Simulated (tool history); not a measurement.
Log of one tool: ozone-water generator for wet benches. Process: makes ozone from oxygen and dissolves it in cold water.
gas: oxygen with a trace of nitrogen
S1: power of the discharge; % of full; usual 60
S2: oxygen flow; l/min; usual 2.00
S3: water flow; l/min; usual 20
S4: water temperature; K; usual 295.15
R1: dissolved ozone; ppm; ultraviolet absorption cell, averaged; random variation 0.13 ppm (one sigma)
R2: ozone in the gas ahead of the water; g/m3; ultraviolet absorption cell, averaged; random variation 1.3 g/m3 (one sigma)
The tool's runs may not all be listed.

{"run": 1, "hour": 0.0, "S1": 60, "S2": 2.0, "S3": 20, "S4": 295.15, "R1": 14.8, "R2": 244.5}
{"run": 2, "hour": 101.4, "S1": 60, "S2": 2.0, "S3": 20, "S4": 294.15, "R1": 15.0, "R2": 245.5}
{"run": 3, "hour": 159.6, "S1": 60, "S2": 2.0, "S3": 20, "S4": 294.15, "R1": 14.9, "R2": 247.0}
{"run": 4, "hour": 223.9, "S1": 60, "S2": 2.0, "S3": 20, "S4": 294.15, "R1": 15.1, "R2": 244.0}
{"run": 5, "hour": 330.4, "S1": 60, "S2": 3.07, "S3": 20, "S4": 295.15, "R1": 17.1, "R2": 211.1}
{"run": 6, "hour": 399.3, "S1": 60, "S2": 2.0, "S3": 20, "S4": 297.15, "R1": 14.3, "R2": 245.9}
{"run": 7, "hour": 503.9, "S1": 48, "S2": 2.0, "S3": 20, "S4": 295.15, "R1": 12.8, "R2": 212.8}
{"run": 8, "hour": 564.5, "S1": 48, "S2": 2.0, "S3": 20, "S4": 295.15, "R1": 12.8, "R2": 212.3}
{"run": 9, "hour": 646.8, "S1": 48, "S2": 2.0, "S3": 20, "S4": 295.15, "R1": 12.8, "R2": 214.3}
{"run": 10, "hour": 700.0, "S1": 48, "S2": 2.0, "S3": 20, "S4": 295.15, "R1": 12.8, "R2": 212.1}
{"run": 11, "hour": 753.3, "S1": 60, "S2": 2.0, "S3": 18, "S4": 295.15, "R1": 16.4, "R2": 244.0}
{"run": 12, "hour": 835.7, "S1": 60, "S2": 2.0, "S3": 20, "S4": 296.15, "R1": 14.6, "R2": 242.3}
{"run": 13, "hour": 901.4, "S1": 54, "S2": 2.0, "S3": 20, "S4": 295.15, "R1": 13.9, "R2": 228.7}
{"run": 14, "hour": 1007.5, "S1": 54, "S2": 2.64, "S3": 20, "S4": 295.15, "R1": 15.2, "R2": 207.6}
{"run": 15, "hour": 1077.1, "S1": 54, "S2": 2.64, "S3": 20, "S4": 295.15, "R1": 15.3, "R2": 205.2}
{"run": 16, "hour": 1129.6, "S1": 90, "S2": 3.54, "S3": 16, "S4": 299.15, "R1": 26.1, "R2": 254.5}
{"run": 17, "hour": 1206.3, "S1": 61, "S2": 1.74, "S3": 16, "S4": 294.15, "R1": 17.6, "R2": 255.2}
{"run": 18, "hour": 1296.2, "S1": 60, "S2": 1.97, "S3": 28, "S4": 298.15, "R1": 9.9, "R2": 243.8}
{"run": 19, "hour": 1402.7, "S1": 60, "S2": 2.0, "S3": 15, "S4": 295.15, "R1": 19.5, "R2": 240.7}
{"run": 20, "hour": 1464.9, "S1": 60, "S2": 2.0, "S3": 15, "S4": 295.15, "R1": 19.6, "R2": 241.7}
{"run": 21, "hour": 1531.6, "S1": 64, "S2": 2.0, "S3": 15, "S4": 295.15, "R1": 20.0, "R2": 253.2}
{"run": 22, "hour": 1613.5, "S1": 60, "S2": 2.0, "S3": 12, "S4": 291.15, "R1": 24.2, "R2": 242.2}
{"hour": 1685.8, "done": "contactor cleaned"}
{"run": 23, "hour": 1687.2, "S1": 65, "S2": 1.81, "S3": 17, "S4": 291.15, "R1": 18.0, "R2": 261.9}
{"run": 24, "hour": 1772.4, "S1": 43, "S2": 2.12, "S3": 17, "S4": 291.15, "R1": 14.6, "R2": 193.2}
{"run": 25, "hour": 1864.3, "S1": 43, "S2": 2.51, "S3": 17, "S4": 293.15, "R1": 15.5, "R2": 182.4}
{"run": 26, "hour": 1929.9, "S1": 72, "S2": 2.51, "S3": 17, "S4": 293.15, "R1": 21.1, "R2": 249.7}
{"run": 27, "hour": 1975.8, "S1": 44, "S2": 1.11, "S3": 20, "S4": 293.15, "R1": 9.4, "R2": 242.8}
{"run": 28, "hour": 2079.8, "S1": 60, "S2": 1.45, "S3": 20, "S4": 293.15, "R1": 13.0, "R2": 269.6}
{"run": 29, "hour": 2174.9, "S1": 60, "S2": 1.45, "S3": 19, "S4": 293.15, "R1": 13.9, "R2": 268.4}
{"run": 30, "hour": 2242.5, "S1": 86, "S2": 2.94, "S3": 20, "S4": 295.15, "R1": 21.4, "R2": 262.0}

Measured less the same run without the tool's hidden state. The same run-to-run variation is in both; the gauge's scatter may not be:
The hidden state here: yield of the discharge, % of new electrodes'; contactor's efficiency, % of a clean one's; true water temperature over the reading, C; drift of the gauge itself on ozone_ppm, %; drift of the gauge itself on gas_g_m3, %.
run=1 R2=+0.0
run=2 R2=-0.3
run=3 R2=-0.5
run=4 R2=-0.6
run=5 R2=-0.8
run=6 R2=-1.1
run=7 R2=-1.2
run=8 R2=-1.3
run=9 R2=-1.5
run=10 R2=-1.7
run=11 R2=-2.0
run=12 R2=-2.3
run=13 R2=-2.3
run=14 R2=-2.3
run=15 R2=-2.4
run=16 R2=-3.2
run=17 R2=-3.4
run=18 R2=-3.5
run=19 R2=-3.7
run=20 R2=-3.9
run=21 R2=-4.3
run=22 R2=-4.3
run=23 R2=-4.9
run=24 R2=-3.7
run=25 R2=-3.8
run=26 R2=-5.3
run=27 R2=-5.3
run=28 R2=-6.2
run=29 R2=-6.4
run=30 R2=-6.6
R1: within 0.1 ppm of the measured result in every run.

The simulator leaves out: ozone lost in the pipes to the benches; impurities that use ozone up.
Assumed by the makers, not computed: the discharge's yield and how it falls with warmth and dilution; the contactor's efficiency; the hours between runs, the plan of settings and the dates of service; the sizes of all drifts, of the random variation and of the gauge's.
